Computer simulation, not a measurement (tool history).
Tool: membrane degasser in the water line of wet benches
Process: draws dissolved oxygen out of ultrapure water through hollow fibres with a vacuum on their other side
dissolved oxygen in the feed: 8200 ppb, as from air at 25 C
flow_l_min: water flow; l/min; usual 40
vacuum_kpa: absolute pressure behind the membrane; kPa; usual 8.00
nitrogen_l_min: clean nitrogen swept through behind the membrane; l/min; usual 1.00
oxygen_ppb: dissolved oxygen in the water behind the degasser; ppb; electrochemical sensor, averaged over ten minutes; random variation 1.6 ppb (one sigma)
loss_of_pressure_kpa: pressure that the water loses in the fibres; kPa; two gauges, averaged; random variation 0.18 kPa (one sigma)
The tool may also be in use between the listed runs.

run	hour	flow_l_min	vacuum_kpa	nitrogen_l_min	oxygen_ppb	loss_of_pressure_kpa
1	0.0	40	8.00	1.00	374.4	33.41
2	118.3	40	8.00	1.00	374.4	33.15
3	217.9	40	5.90	1.00	215.8	33.12
4	314.9	40	6.51	1.00	264.9	32.94
5	436.8	40	8.00	1.00	374.4	33.43
6	650.9	40	8.00	1.00	374.3	33.40
7	823.0	40	5.79	1.00	206.5	33.37
8	996.3	40	8.00	1.02	371.3	33.18
9	1151.1	40	8.00	1.02	368.9	33.08
10	1358.2	40	8.00	1.02	368.3	33.52
11	1528.7	40	8.00	1.02	371.9	33.37
12	1692.0	40	8.00	1.02	372.2	33.22
13	1826.4	40	9.92	1.00	513.1	33.04
14	1962.6	45	8.00	1.00	413.2	37.30
15	2067.7	45	8.00	1.00	415.3	37.34
16	2166.9	45	8.00	1.00	415.7	37.48

Run 17 comes next. What will it give?
# hour 2183.9: vacuum gauge calibrated
17	2292.1	45	8.00	1.00	?	?

{"run 17": {"oxygen_ppb": 414.7, "loss_of_pressure_kpa": 37.57}}
Without the tool's hidden state the same run would have given oxygen_ppb 408.5 ppb, loss_of_pressure_kpa 36.76 kPa.

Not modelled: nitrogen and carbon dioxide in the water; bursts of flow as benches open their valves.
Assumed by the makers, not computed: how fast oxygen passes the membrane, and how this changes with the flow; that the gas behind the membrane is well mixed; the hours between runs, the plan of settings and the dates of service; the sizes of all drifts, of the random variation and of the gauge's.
